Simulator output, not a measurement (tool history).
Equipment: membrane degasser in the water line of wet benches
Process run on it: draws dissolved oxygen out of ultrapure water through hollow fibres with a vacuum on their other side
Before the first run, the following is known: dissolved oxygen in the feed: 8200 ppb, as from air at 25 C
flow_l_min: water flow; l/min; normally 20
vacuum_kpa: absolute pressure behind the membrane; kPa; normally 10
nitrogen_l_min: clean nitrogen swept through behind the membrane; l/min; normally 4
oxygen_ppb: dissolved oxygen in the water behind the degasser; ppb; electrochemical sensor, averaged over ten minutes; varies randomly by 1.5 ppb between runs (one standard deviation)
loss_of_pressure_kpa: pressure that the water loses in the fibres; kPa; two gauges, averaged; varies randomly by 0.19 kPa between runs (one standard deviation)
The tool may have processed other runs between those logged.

run 1 hour=0 | flow_l_min=20 vacuum_kpa=10 nitrogen_l_min=4 | oxygen_ppb=146.7 loss_of_pressure_kpa=40.71
run 2 hour=46.5 | flow_l_min=20 vacuum_kpa=10 nitrogen_l_min=4 | oxygen_ppb=146.3 loss_of_pressure_kpa=40.65
-- hour=68.7 vacuum gauge calibrated
run 3 hour=100.3 | flow_l_min=20 vacuum_kpa=10 nitrogen_l_min=4 | oxygen_ppb=149.1 loss_of_pressure_kpa=40.58
run 4 hour=143.6 | flow_l_min=20 vacuum_kpa=10 nitrogen_l_min=4 | oxygen_ppb=149 loss_of_pressure_kpa=40.92
run 5 hour=181.8 | flow_l_min=26 vacuum_kpa=10 nitrogen_l_min=4 | oxygen_ppb=223.2 loss_of_pressure_kpa=52.86
run 6 hour=220.2 | flow_l_min=26 vacuum_kpa=10 nitrogen_l_min=4 | oxygen_ppb=230.1 loss_of_pressure_kpa=52.79
run 7 hour=272.6 | flow_l_min=20 vacuum_kpa=10 nitrogen_l_min=4 | oxygen_ppb=149.6 loss_of_pressure_kpa=40.63
run 8 hour=318.1 | flow_l_min=20 vacuum_kpa=10 nitrogen_l_min=4 | oxygen_ppb=148.3 loss_of_pressure_kpa=40.59
run 9 hour=386.7 | flow_l_min=20 vacuum_kpa=10 nitrogen_l_min=4 | oxygen_ppb=147.1 loss_of_pressure_kpa=40.27
run 10 hour=474.7 | flow_l_min=20 vacuum_kpa=10 nitrogen_l_min=4 | oxygen_ppb=150.6 loss_of_pressure_kpa=40.32
run 11 hour=546.1 | flow_l_min=20 vacuum_kpa=10 nitrogen_l_min=4 | oxygen_ppb=151.4 loss_of_pressure_kpa=40.36
run 12 hour=621.4 | flow_l_min=14 vacuum_kpa=10 nitrogen_l_min=4 | oxygen_ppb=83.2 loss_of_pressure_kpa=28.64
run 13 hour=676.9 | flow_l_min=14 vacuum_kpa=10 nitrogen_l_min=4 | oxygen_ppb=83.6 loss_of_pressure_kpa=27.93
run 14 hour=762.4 | flow_l_min=20 vacuum_kpa=7 nitrogen_l_min=4 | oxygen_ppb=112.5 loss_of_pressure_kpa=40.05
run 15 hour=805.6 | flow_l_min=20 vacuum_kpa=6.5 nitrogen_l_min=4 | oxygen_ppb=106.8 loss_of_pressure_kpa=40.35
run 16 hour=857.8 | flow_l_min=20 vacuum_kpa=6.5 nitrogen_l_min=4 | oxygen_ppb=108.1 loss_of_pressure_kpa=39.9
run 17 hour=937.6 | flow_l_min=27 vacuum_kpa=10 nitrogen_l_min=4 | oxygen_ppb=242.4 loss_of_pressure_kpa=54.17
-- hour=1026 gauge calibrated
run 18 hour=1026 | flow_l_min=27 vacuum_kpa=24.4 nitrogen_l_min=4 | oxygen_ppb=457.3 loss_of_pressure_kpa=55.15
run 19 hour=1086.7 | flow_l_min=27 vacuum_kpa=24.4 nitrogen_l_min=4 | oxygen_ppb=452.5 loss_of_pressure_kpa=55.38
run 20 hour=1157.3 | flow_l_min=27 vacuum_kpa=24.4 nitrogen_l_min=4 | oxygen_ppb=456.7 loss_of_pressure_kpa=55.42
run 21 hour=1219.6 | flow_l_min=27 vacuum_kpa=24.4 nitrogen_l_min=2.41 | oxygen_ppb=640.4 loss_of_pressure_kpa=55.19
run 22 hour=1267.2 | flow_l_min=27 vacuum_kpa=24.4 nitrogen_l_min=2.41 | oxygen_ppb=651.8 loss_of_pressure_kpa=54.73
run 23 hour=1313.5 | flow_l_min=15 vacuum_kpa=10.4 nitrogen_l_min=10.76 | oxygen_ppb=54.4 loss_of_pressure_kpa=30.31
run 24 hour=1352.6 | flow_l_min=21 vacuum_kpa=24.5 nitrogen_l_min=10.1 | oxygen_ppb=179.7 loss_of_pressure_kpa=42.38
run 25 hour=1429.5 | flow_l_min=21 vacuum_kpa=24.5 nitrogen_l_min=10.1 | oxygen_ppb=186.5 loss_of_pressure_kpa=42.63
run 26 hour=1500.9 | flow_l_min=25 vacuum_kpa=14.7 nitrogen_l_min=9.07 | oxygen_ppb=192.9 loss_of_pressure_kpa=50.37
run 27 hour=1562 | flow_l_min=24 vacuum_kpa=14.7 nitrogen_l_min=2.55 | oxygen_ppb=351.3 loss_of_pressure_kpa=48.65
run 28 hour=1619.6 | flow_l_min=24 vacuum_kpa=14.7 nitrogen_l_min=2.55 | oxygen_ppb=352.4 loss_of_pressure_kpa=47.86
run 29 hour=1682.8 | flow_l_min=24 vacuum_kpa=14.7 nitrogen_l_min=2.55 | oxygen_ppb=346 loss_of_pressure_kpa=48.41
run 30 hour=1765.2 | flow_l_min=24 vacuum_kpa=17.8 nitrogen_l_min=3.61 | oxygen_ppb=327.1 loss_of_pressure_kpa=48.01
run 31 hour=1803.8 | flow_l_min=20 vacuum_kpa=20.5 nitrogen_l_min=5.05 | oxygen_ppb=232.6 loss_of_pressure_kpa=40
run 32 hour=1883.1 | flow_l_min=28 vacuum_kpa=10 nitrogen_l_min=11.18 | oxygen_ppb=186.5 loss_of_pressure_kpa=55.96

Selected run-to-run steps in loss_of_pressure_kpa, each split into two signed amounts: the part the tool would show with no hidden state at all (from settings, incoming material and random variation), and the remainder, which goes to the hidden state together with any gauge scatter not common to the measured and the hidden-state-free results:
Hidden conditions of the tool in this case: membrane still open, %; true pressure behind the membrane over the reading, kPa; air that leaks in behind the membrane, l/min; drift of the gauge itself on oxygen_ppb, %; drift of the gauge itself on loss_of_pressure_kpa, %.
Run 16 -> 17: flow_l_min 20 -> 27, vacuum_kpa 6.5 -> 10. loss_of_pressure_kpa +14.27 kPa: hidden state -0.42, all else +14.69.
Run 17 -> 18: vacuum_kpa 10 -> 24.4, gauge calibrated. loss_of_pressure_kpa +0.98 kPa: hidden state +1.33, all else -0.35.
Run 22 -> 23: flow_l_min 27 -> 15, vacuum_kpa 24.4 -> 10.4, nitrogen_l_min 2.41 -> 10.76. loss_of_pressure_kpa -24.42 kPa: hidden state +0.11, all else -24.53.
Run 31 -> 32: flow_l_min 20 -> 28, vacuum_kpa 20.5 -> 10, nitrogen_l_min 5.05 -> 11.18. loss_of_pressure_kpa +15.96 kPa: hidden state -0.44, all else +16.4.

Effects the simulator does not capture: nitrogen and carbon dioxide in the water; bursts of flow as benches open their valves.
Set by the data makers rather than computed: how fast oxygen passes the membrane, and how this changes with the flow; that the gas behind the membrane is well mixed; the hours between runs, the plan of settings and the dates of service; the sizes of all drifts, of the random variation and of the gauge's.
